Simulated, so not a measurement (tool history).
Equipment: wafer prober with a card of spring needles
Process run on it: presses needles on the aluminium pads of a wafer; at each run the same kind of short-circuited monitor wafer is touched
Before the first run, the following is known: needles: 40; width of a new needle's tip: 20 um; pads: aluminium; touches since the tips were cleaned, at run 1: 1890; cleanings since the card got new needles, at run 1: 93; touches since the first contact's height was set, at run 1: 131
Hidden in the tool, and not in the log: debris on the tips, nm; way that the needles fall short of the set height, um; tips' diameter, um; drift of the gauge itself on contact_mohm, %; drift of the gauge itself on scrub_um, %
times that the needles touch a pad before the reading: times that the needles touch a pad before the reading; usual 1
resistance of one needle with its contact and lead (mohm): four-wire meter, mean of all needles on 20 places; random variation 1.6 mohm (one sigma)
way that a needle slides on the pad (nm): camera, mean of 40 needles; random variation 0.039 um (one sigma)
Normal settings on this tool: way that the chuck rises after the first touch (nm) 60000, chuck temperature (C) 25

run,hour,way that the chuck rises after the first touch (nm),chuck temperature (C),times that the needles touch a pad before the reading,touches since the tips were cleaned,cleanings since the card got new needles,touches since the first contact's height was set,resistance of one needle with its contact and lead (mohm),way that a needle slides on the pad (nm)
1,0.0,60000,25,1,1890,93,131,161,14530
# hour 1.4: tips cleaned on abrasive film
# hour 7.8: tips cleaned on abrasive film
# hour 14.2: tips cleaned on abrasive film
# hour 19.4: tips cleaned on abrasive film
# hour 25.8: tips cleaned on abrasive film
# hour 32.3: tips cleaned on abrasive film
2,32.9,60000,25,1,299,99,15085,162,14640
# hour 38.1: tips cleaned on abrasive film
# hour 44.5: tips cleaned on abrasive film
# hour 50.9: tips cleaned on abrasive film
3,51.6,60000,25,1,327,102,23619,160,14600
# hour 56.8: tips cleaned on abrasive film
# hour 63.2: tips cleaned on abrasive film
# hour 69.7: tips cleaned on abrasive film
# hour 76.1: tips cleaned on abrasive film
# hour 82.5: tips cleaned on abrasive film
# hour 88.3: tips cleaned on abrasive film
4,88.3,60000,25,1,0,108,40331,161,14510
# hour 94.8: tips cleaned on abrasive film
# hour 101.2: tips cleaned on abrasive film
# hour 107.6: tips cleaned on abrasive film
5,110.5,60000,28,1,1330,111,50454,160,14610
# hour 113.1: tips cleaned on abrasive film
# hour 119.6: tips cleaned on abrasive film
# hour 126.0: tips cleaned on abrasive film
# hour 132.4: tips cleaned on abrasive film
6,136.5,60000,28,1,1874,115,62292,161,14470
# hour 137.8: tips cleaned on abrasive film
# hour 144.3: tips cleaned on abrasive film
# hour 150.7: tips cleaned on abrasive film
# hour 157.1: tips cleaned on abrasive film
# hour 163.2: tips cleaned on abrasive film
7,163.2,73000,25,1,0,120,74431,158,17700
# hour 169.6: tips cleaned on abrasive film
# hour 174.8: tips cleaned on abrasive film
# hour 181.2: tips cleaned on abrasive film
# hour 186.4: tips cleaned on abrasive film
8,187.8,60000,25,1,633,124,85617,161,14420
# hour 191.7: tips cleaned on abrasive film
# hour 198.1: tips cleaned on abrasive film
# hour 204.5: tips cleaned on abrasive film
# hour 210.3: tips cleaned on abrasive film
9,210.3,60000,25,1,0,128,95887,158,14370
# hour 215.5: tips cleaned on abrasive film
# hour 221.9: tips cleaned on abrasive film
# hour 228.4: tips cleaned on abrasive film
# hour 233.5: tips cleaned on abrasive film
# hour 240.0: tips cleaned on abrasive film
10,242.9,60000,25,2,1366,133,110738,161,14480
# hour 245.6: tips cleaned on abrasive film
# hour 250.7: tips cleaned on abrasive film
# hour 257.1: tips cleaned on abrasive film
# hour 263.3: tips cleaned on abrasive film
11,263.3,60000,25,2,0,137,119990,160,14440
# hour 269.7: tips cleaned on abrasive film
# hour 276.2: tips cleaned on abrasive film
# hour 282.6: tips cleaned on abrasive film
12,287.2,60000,25,1,2115,140,130898,160,14510

Run 13 is up next; what results do you expect?
# hour 288.5: tips cleaned on abrasive film
# hour 291.4: height of the first contact set anew
# hour 294.0: tips cleaned on abrasive film
# hour 300.4: tips cleaned on abrasive film
# hour 306.9: tips cleaned on abrasive film
13,307.5,60000,57,1,304,144,7339,?,?

For run 13 the tool returned resistance of one needle with its contact and lead (mohm) 170, way that a needle slides on the pad (nm) 14470.
Were there no unlogged condition in the tool, this run, its random variation unchanged, would have produced resistance of one needle with its contact and lead (mohm) 170, way that a needle slides on the pad (nm) 14600.
